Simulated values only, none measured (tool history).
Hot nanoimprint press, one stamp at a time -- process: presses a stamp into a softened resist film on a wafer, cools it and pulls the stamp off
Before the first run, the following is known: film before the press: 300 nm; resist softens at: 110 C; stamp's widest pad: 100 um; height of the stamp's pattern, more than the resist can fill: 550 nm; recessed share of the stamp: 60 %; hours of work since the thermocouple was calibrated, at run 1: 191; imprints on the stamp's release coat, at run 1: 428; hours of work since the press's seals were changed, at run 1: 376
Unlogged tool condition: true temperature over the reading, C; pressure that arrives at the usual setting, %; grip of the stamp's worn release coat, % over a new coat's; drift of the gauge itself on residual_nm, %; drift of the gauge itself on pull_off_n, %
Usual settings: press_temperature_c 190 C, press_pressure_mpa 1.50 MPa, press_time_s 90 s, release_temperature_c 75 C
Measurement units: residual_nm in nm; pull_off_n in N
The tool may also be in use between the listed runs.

run	hour	press_temperature_c	press_pressure_mpa	press_time_s	release_temperature_c	hours of work since the thermocouple was calibrated	imprints on the stamp's release coat	hours of work since the press's seals were changed	residual_nm	pull_off_n
1	0.0	190	1.50	90	75	191	428	376	157.7	228
2	13.9	190	1.50	90	75	201	481	385	157.6	229
3	25.8	190	1.13	90	75	208	525	393	181.2	227
4	33.4	190	1.13	90	75	213	554	398	181.7	240
5	41.5	190	1.13	90	75	219	584	403	181.9	235
6	51.4	190	1.13	90	75	225	621	410	181.2	247
7	59.7	190	1.50	90	75	231	653	415	157.4	242
8	66.8	190	1.50	90	75	235	679	420	158.0	247
# hour 75.8: stamp cleaned and given a new release coat
9	84.8	190	1.50	90	75	243	34	428	158.3	203
10	90.7	190	0.98	90	75	247	56	432	194.4	199
11	102.6	190	1.50	90	75	255	101	440	158.1	209
12	113.3	190	1.50	90	64	262	141	447	158.7	265
13	123.6	190	1.50	90	79	269	180	453	158.7	196
14	134.8	200	1.76	143	67	276	222	461	92.4	258
15	144.4	200	1.77	143	68	283	258	467	92.1	258
16	150.6	197	1.50	86	75	287	281	471	131.7	218
17	162.7	193	1.50	90	75	295	327	479	145.5	221
18	172.9	193	1.50	90	75	301	365	486	145.6	221
19	187.0	193	1.50	90	75	311	418	495	145.6	232
20	194.0	190	1.50	90	69	315	445	500	159.1	260
21	207.4	193	1.50	90	71	324	495	509	145.9	255
22	213.3	193	1.50	90	80	328	517	513	146.5	206

Selected run-to-run steps in residual_nm, each split into two signed amounts: the part the tool would show with no hidden state at all (from settings, incoming material and random variation), and the remainder, which goes to the hidden state together with any gauge scatter not common to the measured and the hidden-state-free results:
Run 13 -> 14: press_temperature_c 190 -> 200, press_pressure_mpa 1.50 -> 1.76, press_time_s 90 -> 143, release_temperature_c 79 -> 67. residual_nm -66.3 nm: hidden state -1.5, all else -64.8.
Run 15 -> 16: press_temperature_c 200 -> 197, press_pressure_mpa 1.77 -> 1.50, press_time_s 143 -> 86, release_temperature_c 68 -> 75. residual_nm +39.6 nm: hidden state +1.0, all else +38.6.

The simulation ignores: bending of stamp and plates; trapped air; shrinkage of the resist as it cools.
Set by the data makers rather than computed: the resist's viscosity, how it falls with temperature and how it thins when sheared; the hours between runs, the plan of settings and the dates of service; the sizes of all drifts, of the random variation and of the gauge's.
